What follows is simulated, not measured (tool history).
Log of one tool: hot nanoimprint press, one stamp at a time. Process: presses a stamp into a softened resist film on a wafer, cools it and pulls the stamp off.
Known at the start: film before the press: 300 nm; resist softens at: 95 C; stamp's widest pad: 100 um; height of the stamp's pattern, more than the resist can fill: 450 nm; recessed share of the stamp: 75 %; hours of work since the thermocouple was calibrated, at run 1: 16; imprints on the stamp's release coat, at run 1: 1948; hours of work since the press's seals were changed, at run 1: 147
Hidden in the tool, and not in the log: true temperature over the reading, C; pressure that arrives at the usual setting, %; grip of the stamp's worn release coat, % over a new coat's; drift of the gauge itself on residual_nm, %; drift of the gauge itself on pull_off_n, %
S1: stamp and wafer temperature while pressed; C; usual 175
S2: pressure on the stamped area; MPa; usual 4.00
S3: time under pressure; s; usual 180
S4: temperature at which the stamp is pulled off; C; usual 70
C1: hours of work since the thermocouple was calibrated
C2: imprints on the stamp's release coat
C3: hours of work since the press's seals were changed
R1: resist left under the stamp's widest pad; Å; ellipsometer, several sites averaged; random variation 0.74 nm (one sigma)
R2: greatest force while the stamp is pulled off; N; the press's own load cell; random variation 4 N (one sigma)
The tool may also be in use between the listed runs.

run	hour	S1	S2	S3	S4	C1	C2	C3	R1	R2
1	0.0	175	4.00	180	70	16	1948	147	1192	344
2	13.0	175	2.90	180	70	23	1990	154	1371	330
3	29.8	175	5.34	180	70	31	2044	162	1060	345
4	43.0	175	5.34	180	69	38	2087	168	1075	349
5	57.6	175	4.00	180	61	45	2134	176	1201	389
6	66.9	175	2.64	180	70	50	2164	180	1422	360
7	80.4	175	2.64	180	70	57	2208	187	1437	362
8	92.4	173	6.20	182	66	63	2247	193	1064	374
9	99.9	175	5.56	264	75	66	2271	197	896	349
# hour 104.4: plate thermocouple calibrated
10	115.3	175	2.52	122	75	5	2311	203	1693	348
# hour 126.9: stamp cleaned and given a new release coat
11	137.8	186	4.00	332	70	14	35	211	672	199
12	150.9	178	4.00	180	70	20	77	218	1133	203

Measured less the same run without the tool's hidden state. The same run-to-run variation is in both; the gauge's scatter may not be:
run	R1	R2
1	+4	+147
2	+5	+143
3	+8	+152
4	+9	+156
5	+9	+177
6	+9	+164
7	+11	+168
8	+14	+175
9	+12	+165
10	+17	+165
11	+11	+3
12	+18	+6
